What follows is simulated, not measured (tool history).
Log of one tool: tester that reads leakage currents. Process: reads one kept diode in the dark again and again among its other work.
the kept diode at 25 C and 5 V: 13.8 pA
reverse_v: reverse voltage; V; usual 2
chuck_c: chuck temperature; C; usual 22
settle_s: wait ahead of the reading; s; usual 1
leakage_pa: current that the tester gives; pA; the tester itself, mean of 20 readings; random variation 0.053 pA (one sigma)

run   hour  reverse_v  chuck_c  settle_s  leakage_pa
  1      0          2       22         1        8.57
  2   34.5          2       22         1        8.52
  3   59.8          2       22         1        8.71
  4   90.6          2       41         1       40.11
  5  143.9          2       22         1        8.81
  6  176.9          2       22         1        8.83
  7  216.4          2       22      1.55        8.97
  8  269.4      14.03       22      3.18        35.9
  9    292      14.03       32      4.28       69.04
 10  332.8      11.08       32      4.25       59.52
 11  363.3       1.12       22      0.77        6.16

Run 12 comes next. What will it give?
 12  403.7          2       32      2.93           ?

leakage_pa: 19.78 pA
Without the tool's hidden state the same run would have given leakage_pa 15.74 pA.
